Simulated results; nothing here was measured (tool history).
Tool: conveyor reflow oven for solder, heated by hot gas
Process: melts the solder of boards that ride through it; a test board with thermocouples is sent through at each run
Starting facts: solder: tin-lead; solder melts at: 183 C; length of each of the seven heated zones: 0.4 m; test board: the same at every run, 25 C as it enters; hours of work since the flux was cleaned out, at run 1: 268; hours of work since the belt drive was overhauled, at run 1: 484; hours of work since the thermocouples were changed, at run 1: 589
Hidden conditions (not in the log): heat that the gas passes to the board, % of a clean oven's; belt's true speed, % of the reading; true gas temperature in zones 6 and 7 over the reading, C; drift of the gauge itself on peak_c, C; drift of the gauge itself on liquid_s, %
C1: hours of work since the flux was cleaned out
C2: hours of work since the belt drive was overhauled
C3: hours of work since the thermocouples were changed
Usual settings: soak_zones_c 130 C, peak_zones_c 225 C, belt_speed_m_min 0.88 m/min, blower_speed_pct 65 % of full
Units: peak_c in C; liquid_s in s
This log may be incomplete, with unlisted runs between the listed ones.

run 1 hour=0 | soak_zones_c=130 peak_zones_c=225 belt_speed_m_min=0.88 blower_speed_pct=65 | C1=268 C2=484 C3=589 | peak_c=201 liquid_s=25
run 2 hour=12.2 | soak_zones_c=141 peak_zones_c=225 belt_speed_m_min=0.88 blower_speed_pct=65 | C1=277 C2=493 C3=598 | peak_c=202.3 liquid_s=29.7
run 3 hour=26.2 | soak_zones_c=130 peak_zones_c=225 belt_speed_m_min=0.88 blower_speed_pct=65 | C1=288 C2=503 C3=609 | peak_c=199.4 liquid_s=24.5
run 4 hour=46.9 | soak_zones_c=130 peak_zones_c=216 belt_speed_m_min=0.88 blower_speed_pct=65 | C1=303 C2=519 C3=624 | peak_c=193.4 liquid_s=16.4
run 5 hour=56.5 | soak_zones_c=130 peak_zones_c=216 belt_speed_m_min=0.88 blower_speed_pct=65 | C1=310 C2=526 C3=631 | peak_c=192.8 liquid_s=17.2
run 6 hour=76.2 | soak_zones_c=130 peak_zones_c=216 belt_speed_m_min=0.88 blower_speed_pct=65 | C1=325 C2=540 C3=646 | peak_c=192.6 liquid_s=16.1
run 7 hour=95.9 | soak_zones_c=130 peak_zones_c=216 belt_speed_m_min=0.88 blower_speed_pct=65 | C1=339 C2=555 C3=660 | peak_c=193.2 liquid_s=15.8
run 8 hour=109.1 | soak_zones_c=125 peak_zones_c=225 belt_speed_m_min=0.88 blower_speed_pct=65 | C1=349 C2=565 C3=670 | peak_c=198.4 liquid_s=21.1
run 9 hour=127.6 | soak_zones_c=130 peak_zones_c=225 belt_speed_m_min=0.979 blower_speed_pct=65 | C1=363 C2=579 C3=684 | peak_c=194.1 liquid_s=16.2
-- hour=138.4 flux residue cleaned out of gas plates and filters
run 10 hour=145.1 | soak_zones_c=130 peak_zones_c=225 belt_speed_m_min=0.979 blower_speed_pct=65 | C1=5 C2=588 C3=693 | peak_c=199.1 liquid_s=21
run 11 hour=160.3 | soak_zones_c=130 peak_zones_c=225 belt_speed_m_min=0.979 blower_speed_pct=65 | C1=16 C2=599 C3=705 | peak_c=199 liquid_s=21
run 12 hour=179.4 | soak_zones_c=130 peak_zones_c=225 belt_speed_m_min=0.979 blower_speed_pct=65 | C1=30 C2=613 C3=719 | peak_c=198.3 liquid_s=21.3
run 13 hour=201 | soak_zones_c=130 peak_zones_c=229 belt_speed_m_min=0.979 blower_speed_pct=65 | C1=46 C2=629 C3=735 | peak_c=200.1 liquid_s=24.6
run 14 hour=215.3 | soak_zones_c=130 peak_zones_c=225 belt_speed_m_min=0.88 blower_speed_pct=65 | C1=57 C2=640 C3=745 | peak_c=202.3 liquid_s=27.8
run 15 hour=228.5 | soak_zones_c=130 peak_zones_c=225 belt_speed_m_min=1.029 blower_speed_pct=65 | C1=67 C2=650 C3=755 | peak_c=196.2 liquid_s=17.7
run 16 hour=245.8 | soak_zones_c=130 peak_zones_c=225 belt_speed_m_min=1.029 blower_speed_pct=65 | C1=80 C2=663 C3=768 | peak_c=195.7 liquid_s=16.9
run 17 hour=260.9 | soak_zones_c=131 peak_zones_c=225 belt_speed_m_min=0.959 blower_speed_pct=77 | C1=91 C2=674 C3=779 | peak_c=203.7 liquid_s=26.5
run 18 hour=273.7 | soak_zones_c=131 peak_zones_c=225 belt_speed_m_min=0.959 blower_speed_pct=77 | C1=100 C2=683 C3=789 | peak_c=204.3 liquid_s=26.3
-- hour=280.2 thermocouples of zones 6 and 7 changed
run 19 hour=290.1 | soak_zones_c=131 peak_zones_c=225 belt_speed_m_min=0.959 blower_speed_pct=77 | C1=111 C2=694 C3=7 | peak_c=202.9 liquid_s=27.2
run 20 hour=303.1 | soak_zones_c=134 peak_zones_c=224 belt_speed_m_min=0.959 blower_speed_pct=66 | C1=121 C2=704 C3=17 | peak_c=199.8 liquid_s=23.2
run 21 hour=313.8 | soak_zones_c=134 peak_zones_c=224 belt_speed_m_min=0.959 blower_speed_pct=66 | C1=129 C2=712 C3=25 | peak_c=199.7 liquid_s=22.4
run 22 hour=335.2 | soak_zones_c=121 peak_zones_c=228 belt_speed_m_min=0.987 blower_speed_pct=69 | C1=145 C2=727 C3=41 | peak_c=199.3 liquid_s=20.3
run 23 hour=356 | soak_zones_c=121 peak_zones_c=228 belt_speed_m_min=0.987 blower_speed_pct=69 | C1=160 C2=743 C3=56 | peak_c=198.5 liquid_s=18.8
run 24 hour=373.3 | soak_zones_c=121 peak_zones_c=228 belt_speed_m_min=0.999 blower_speed_pct=82 | C1=173 C2=756 C3=69 | peak_c=202.7 liquid_s=23.5
run 25 hour=384.1 | soak_zones_c=120 peak_zones_c=239 belt_speed_m_min=0.88 blower_speed_pct=65 | C1=181 C2=764 C3=77 | peak_c=210.3 liquid_s=31.3
run 26 hour=403.2 | soak_zones_c=121 peak_zones_c=230 belt_speed_m_min=0.88 blower_speed_pct=70 | C1=195 C2=778 C3=91 | peak_c=204.8 liquid_s=28.2

The next listed run, before its measurement:
run 27 hour=423.7 | soak_zones_c=121 peak_zones_c=230 belt_speed_m_min=0.88 blower_speed_pct=70 | C1=210 C2=793 C3=107 | peak_c=? liquid_s=?

{"run 27": {"peak_c": 205, "liquid_s": 27.6}}
If the tool had no hidden condition, the same run with the same run-to-run variation would have returned peak_c 207.6 C, liquid_s 29.7 s.

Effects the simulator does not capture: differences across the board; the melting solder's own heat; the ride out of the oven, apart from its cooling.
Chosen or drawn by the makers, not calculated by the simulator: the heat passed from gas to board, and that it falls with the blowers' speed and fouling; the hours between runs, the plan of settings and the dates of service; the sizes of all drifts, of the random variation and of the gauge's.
